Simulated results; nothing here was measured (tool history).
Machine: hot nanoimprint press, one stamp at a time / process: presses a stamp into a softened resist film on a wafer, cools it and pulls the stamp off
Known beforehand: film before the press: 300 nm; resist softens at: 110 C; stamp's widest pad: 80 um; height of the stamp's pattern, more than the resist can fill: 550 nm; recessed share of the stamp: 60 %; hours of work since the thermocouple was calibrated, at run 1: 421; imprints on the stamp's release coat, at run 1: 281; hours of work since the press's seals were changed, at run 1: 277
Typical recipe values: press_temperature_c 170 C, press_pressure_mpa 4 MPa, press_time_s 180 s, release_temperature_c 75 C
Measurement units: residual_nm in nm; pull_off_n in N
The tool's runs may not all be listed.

| run | hour | press_temperature_c | press_pressure_mpa | press_time_s | release_temperature_c | hours of work since the thermocouple was calibrated | imprints on the stamp's release coat | hours of work since the press's seals were changed | residual_nm | pull_off_n |
|---|---|---|---|---|---|---|---|---|---|---|
| 1 | 0 | 170 | 4 | 180 | 75 | 421 | 281 | 277 | 117.6 | 238 |
| 2 | 16.9 | 170 | 4 | 180 | 75 | 430 | 355 | 287 | 118.3 | 239 |
| 3 | 25 | 170 | 4 | 180 | 75 | 435 | 390 | 291 | 117.6 | 241 |
| 4 | 36.2 | 170 | 4 | 180 | 75 | 442 | 439 | 298 | 118.8 | 241 |
| 5 | 51.3 | 170 | 4 | 180 | 73 | 450 | 505 | 307 | 118.1 | 250 |
| 6 | 61.8 | 170 | 4 | 180 | 73 | 457 | 551 | 313 | 118.7 | 252 |
|  | 67.7 | plate thermocouple calibrated |
| 7 | 80.9 | 170 | 4 | 180 | 78 | 8 | 621 | 322 | 109.5 | 220 |
| 8 | 94.8 | 170 | 4 | 180 | 78 | 16 | 681 | 330 | 109.6 | 221 |
| 9 | 112.5 | 170 | 4 | 180 | 78 | 26 | 759 | 340 | 109.6 | 224 |
| 10 | 126.6 | 170 | 4 | 180 | 78 | 34 | 820 | 349 | 110.1 | 224 |
| 11 | 140 | 165 | 4 | 180 | 75 | 42 | 878 | 356 | 140.8 | 243 |
| 12 | 155.3 | 173 | 5.22 | 137 | 67 | 51 | 945 | 365 | 95.2 | 289 |
|  | 176.5 | stamp cleaned and given a new release coat |
| 13 | 179.4 | 163 | 5.18 | 138 | 73 | 61 | 13 | 376 | 156.8 | 235 |
| 14 | 194.1 | 159 | 4.47 | 162 | 73 | 70 | 77 | 384 | 188.1 | 237 |
| 15 | 211.1 | 159 | 3.28 | 162 | 63 | 80 | 151 | 394 | 202.7 | 290 |
| 16 | 224.7 | 174 | 3.62 | 180 | 75 | 88 | 210 | 402 | 95.6 | 229 |
| 17 | 240.2 | 174 | 3.62 | 180 | 75 | 97 | 278 | 411 | 96.7 | 230 |
| 18 | 257 | 176 | 3.32 | 180 | 75 | 107 | 351 | 421 | 90.2 | 235 |
| 19 | 270.5 | 176 | 4 | 262 | 78 | 114 | 410 | 429 | 70.6 | 219 |
| 20 | 281.5 | 182 | 2.67 | 127 | 67 | 121 | 458 | 435 | 89 | 278 |
| 21 | 295.1 | 180 | 4.21 | 180 | 75 | 129 | 517 | 443 | 66.7 | 238 |

Below are 4 alternative next runs, each starting from the tool's condition after run 21. Predict each:
| A | 310.5 | 180 | 4.21 | 341 | 83 | 138 | 584 | 452 | ? | ? |
| B | 310.5 | 174 | 4.21 | 180 | 75 | 138 | 584 | 452 | ? | ? |
| C | 310.5 | 180 | 5.43 | 231 | 75 | 138 | 584 | 452 | ? | ? |
| D | 310.5 | 180 | 4.21 | 208 | 75 | 138 | 584 | 452 | ? | ? |

| run | residual_nm | pull_off_n |
|---|---|---|
| A | 49.8 | 194 |
| B | 89.7 | 237 |
| C | 53.1 | 237 |
| D | 63.1 | 236 |
Stripped of hidden state, with their random variation kept, the same runs would have yielded:
| run | residual_nm | pull_off_n |
|---|---|---|
| A | 47.9 | 183 |
| B | 86.2 | 223 |
| C | 50.9 | 224 |
| D | 60.7 | 222 |
